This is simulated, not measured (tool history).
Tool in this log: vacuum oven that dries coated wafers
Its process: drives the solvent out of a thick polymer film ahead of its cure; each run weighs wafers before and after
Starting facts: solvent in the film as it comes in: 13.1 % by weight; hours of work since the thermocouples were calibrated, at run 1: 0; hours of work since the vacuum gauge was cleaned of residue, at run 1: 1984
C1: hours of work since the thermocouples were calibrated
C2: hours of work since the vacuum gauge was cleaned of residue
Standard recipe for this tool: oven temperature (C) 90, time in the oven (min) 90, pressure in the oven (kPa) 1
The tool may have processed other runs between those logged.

{"run": 1, "day": 0.0, "oven temperature (C)": 90, "time in the oven (min)": 90, "pressure in the oven (kPa)": 1, "C1": 0, "C2": 1984, "solvent left in the film (%)": 2.88}
{"run": 2, "day": 2.279, "oven temperature (C)": 90, "time in the oven (min)": 90, "pressure in the oven (kPa)": 1, "C1": 31, "C2": 2015, "solvent left in the film (%)": 2.78}
{"run": 3, "day": 6.725, "oven temperature (C)": 90, "time in the oven (min)": 90, "pressure in the oven (kPa)": 3.29, "C1": 92, "C2": 2076, "solvent left in the film (%)": 4.16}
{"run": 4, "day": 11.475, "oven temperature (C)": 90, "time in the oven (min)": 66, "pressure in the oven (kPa)": 1, "C1": 156, "C2": 2141, "solvent left in the film (%)": 3.84}
{"run": 5, "day": 16.821, "oven temperature (C)": 90, "time in the oven (min)": 90, "pressure in the oven (kPa)": 1.87, "C1": 229, "C2": 2213, "solvent left in the film (%)": 3.44}
{"run": 6, "day": 21.175, "oven temperature (C)": 90, "time in the oven (min)": 90, "pressure in the oven (kPa)": 1, "C1": 289, "C2": 2273, "solvent left in the film (%)": 2.99}
{"run": 7, "day": 24.171, "oven temperature (C)": 90, "time in the oven (min)": 90, "pressure in the oven (kPa)": 1, "C1": 329, "C2": 2314, "solvent left in the film (%)": 2.89}
{"run": 8, "day": 28.362, "oven temperature (C)": 89, "time in the oven (min)": 90, "pressure in the oven (kPa)": 1, "C1": 387, "C2": 2371, "solvent left in the film (%)": 3.15}
{"run": 9, "day": 33.15, "oven temperature (C)": 89, "time in the oven (min)": 90, "pressure in the oven (kPa)": 1, "C1": 452, "C2": 2436, "solvent left in the film (%)": 3.1}
{"run": 10, "day": 35.583, "oven temperature (C)": 89, "time in the oven (min)": 90, "pressure in the oven (kPa)": 1, "C1": 485, "C2": 2469, "solvent left in the film (%)": 3.22}
{"run": 11, "day": 38.683, "oven temperature (C)": 89, "time in the oven (min)": 90, "pressure in the oven (kPa)": 1, "C1": 527, "C2": 2511, "solvent left in the film (%)": 3.24}
{"run": 12, "day": 41.083, "oven temperature (C)": 89, "time in the oven (min)": 90, "pressure in the oven (kPa)": 1, "C1": 560, "C2": 2544, "solvent left in the film (%)": 3.23}
{"run": 13, "day": 44.404, "oven temperature (C)": 89, "time in the oven (min)": 90, "pressure in the oven (kPa)": 1, "C1": 605, "C2": 2589, "solvent left in the film (%)": 3.23}
{"run": 14, "day": 46.979, "oven temperature (C)": 89, "time in the oven (min)": 90, "pressure in the oven (kPa)": 1, "C1": 640, "C2": 2624, "solvent left in the film (%)": 3.3}
{"run": 15, "day": 51.321, "oven temperature (C)": 89, "time in the oven (min)": 90, "pressure in the oven (kPa)": 3.31, "C1": 699, "C2": 2684, "solvent left in the film (%)": 4.82}
{"run": 16, "day": 54.483, "oven temperature (C)": 90, "time in the oven (min)": 101, "pressure in the oven (kPa)": 1, "C1": 743, "C2": 2727, "solvent left in the film (%)": 2.72}
{"run": 17, "day": 58.517, "oven temperature (C)": 90, "time in the oven (min)": 101, "pressure in the oven (kPa)": 1, "C1": 798, "C2": 2782, "solvent left in the film (%)": 2.65}
{"run": 18, "day": 62.325, "oven temperature (C)": 90, "time in the oven (min)": 101, "pressure in the oven (kPa)": 1, "C1": 849, "C2": 2834, "solvent left in the film (%)": 2.85}
{"run": 19, "day": 66.058, "oven temperature (C)": 90, "time in the oven (min)": 101, "pressure in the oven (kPa)": 1, "C1": 900, "C2": 2884, "solvent left in the film (%)": 2.69}
{"run": 20, "day": 69.317, "oven temperature (C)": 90, "time in the oven (min)": 101, "pressure in the oven (kPa)": 1, "C1": 945, "C2": 2929, "solvent left in the film (%)": 2.89}
{"run": 21, "day": 72.529, "oven temperature (C)": 90, "time in the oven (min)": 80, "pressure in the oven (kPa)": 1, "C1": 989, "C2": 2973, "solvent left in the film (%)": 3.65}
{"run": 22, "day": 77.875, "oven temperature (C)": 90, "time in the oven (min)": 80, "pressure in the oven (kPa)": 1, "C1": 1061, "C2": 3046, "solvent left in the film (%)": 3.62}
{"run": 23, "day": 80.129, "oven temperature (C)": 90, "time in the oven (min)": 90, "pressure in the oven (kPa)": 1, "C1": 1092, "C2": 3076, "solvent left in the film (%)": 3.24}
{"run": 24, "day": 83.862, "oven temperature (C)": 100, "time in the oven (min)": 150, "pressure in the oven (kPa)": 0.66, "C1": 1143, "C2": 3127, "solvent left in the film (%)": 0.89}
{"run": 25, "day": 87.029, "oven temperature (C)": 98, "time in the oven (min)": 101, "pressure in the oven (kPa)": 1.97, "C1": 1186, "C2": 3170, "solvent left in the film (%)": 2.27}
{"run": 26, "day": 90.312, "oven temperature (C)": 98, "time in the oven (min)": 101, "pressure in the oven (kPa)": 1.97, "C1": 1231, "C2": 3215, "solvent left in the film (%)": 2.24}
{"run": 27, "day": 95.55, "oven temperature (C)": 98, "time in the oven (min)": 102, "pressure in the oven (kPa)": 1, "C1": 1302, "C2": 3286, "solvent left in the film (%)": 1.82}
{"day": 96.092, "done": "oven's thermocouples calibrated"}
{"run": 28, "day": 98.329, "oven temperature (C)": 102, "time in the oven (min)": 59, "pressure in the oven (kPa)": 1, "C1": 31, "C2": 3323, "solvent left in the film (%)": 2.17}
{"run": 29, "day": 101.871, "oven temperature (C)": 102, "time in the oven (min)": 59, "pressure in the oven (kPa)": 1, "C1": 79, "C2": 3371, "solvent left in the film (%)": 2.18}
{"day": 105.217, "done": "vacuum gauge cleaned of residue and calibrated"}
{"run": 30, "day": 105.829, "oven temperature (C)": 102, "time in the oven (min)": 59, "pressure in the oven (kPa)": 1, "C1": 132, "C2": 8, "solvent left in the film (%)": 1.92}
{"run": 31, "day": 111.083, "oven temperature (C)": 90, "time in the oven (min)": 47, "pressure in the oven (kPa)": 3.89, "C1": 204, "C2": 80, "solvent left in the film (%)": 6.03}
{"run": 32, "day": 114.758, "oven temperature (C)": 104, "time in the oven (min)": 91, "pressure in the oven (kPa)": 1, "C1": 254, "C2": 130, "solvent left in the film (%)": 0.82}
{"run": 33, "day": 118.917, "oven temperature (C)": 104, "time in the oven (min)": 91, "pressure in the oven (kPa)": 1, "C1": 310, "C2": 187, "solvent left in the film (%)": 0.75}
{"run": 34, "day": 121.254, "oven temperature (C)": 89, "time in the oven (min)": 90, "pressure in the oven (kPa)": 1.5, "C1": 342, "C2": 219, "solvent left in the film (%)": 2.93}
{"run": 35, "day": 124.133, "oven temperature (C)": 89, "time in the oven (min)": 90, "pressure in the oven (kPa)": 1.5, "C1": 381, "C2": 258, "solvent left in the film (%)": 2.93}
{"run": 36, "day": 128.029, "oven temperature (C)": 89, "time in the oven (min)": 77, "pressure in the oven (kPa)": 1.26, "C1": 434, "C2": 311, "solvent left in the film (%)": 3.3}
{"run": 37, "day": 130.317, "oven temperature (C)": 89, "time in the oven (min)": 77, "pressure in the oven (kPa)": 1.26, "C1": 466, "C2": 342, "solvent left in the film (%)": 3.35}

Expected results for the next run?
{"run": 38, "day": 135.125, "oven temperature (C)": 101, "time in the oven (min)": 76, "pressure in the oven (kPa)": 0.56, "C1": 531, "C2": 408, "solvent left in the film (%)": "?"}

solvent left in the film (%): 1.17
Had the tool carried no hidden state, the very same run would have given solvent left in the film (%) 1.13.
